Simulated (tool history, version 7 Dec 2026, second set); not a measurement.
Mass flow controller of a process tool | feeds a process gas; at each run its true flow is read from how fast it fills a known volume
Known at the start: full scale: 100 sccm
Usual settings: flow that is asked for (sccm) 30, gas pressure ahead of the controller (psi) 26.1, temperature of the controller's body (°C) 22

run    hour  flow that is asked for (sccm)  gas pressure ahead of the controller (psi)  temperature of the controller's body (°C)  true flow (%)
  1       0                             30                                        26.1                                         22          99.54
  2    49.8                             30                                        26.1                                         22          99.58
  3   141.9                             30                                        25.2                                         22          99.47
  4   205.2                             30                                        26.1                                         22           99.4
  5   272.6                             30                                        26.1                                         22          99.48
  6   372.7                             30                                        26.1                                         22          99.34
  7   424.9                             30                                        26.1                                         22          99.41
  8   467.6                             30                                        26.1                                         22          99.49
  9   542.6                             53                                        26.1                                         22          99.37
 10   596.8                             30                                        22.3                                         25          99.65
 11   694.4                             30                                        21.6                                         39         100.49
 12   755.9                             23                                        25.7                                         31            100
 13   834.1                             36                                        26.1                                         27          99.69
 14   934.5                             36                                        26.1                                         27          99.65
 15   983.9                             33                                        33.5                                         20          98.97
 16  1038.7                             33                                        33.5                                         21          99.11
 17  1139.3                             49                                        35.1                                         33          99.68
 18  1216.1                             30                                        26.1                                         34          99.88

5 ways to go on from here, each from the tool as it stands after run 18. What would each give?
  A  1288.3                             44                                        30.2                                         22              ?
  B  1288.3                             93                                        21.2                                         26              ?
  C  1288.3                             30                                        26.1                                         26              ?
  D  1288.3                             30                                        26.1                                         24              ?
  E  1288.3                             59                                        36.4                                         22              ?

run  true flow (%)
  A          99.18
  B          99.81
  C          99.64
  D          99.55
  E          98.97
Without the tool's hidden state the same runs would have given:
run  true flow (%)
  A          99.49
  B         100.31
  C          99.79
  D           99.7
  E          99.37
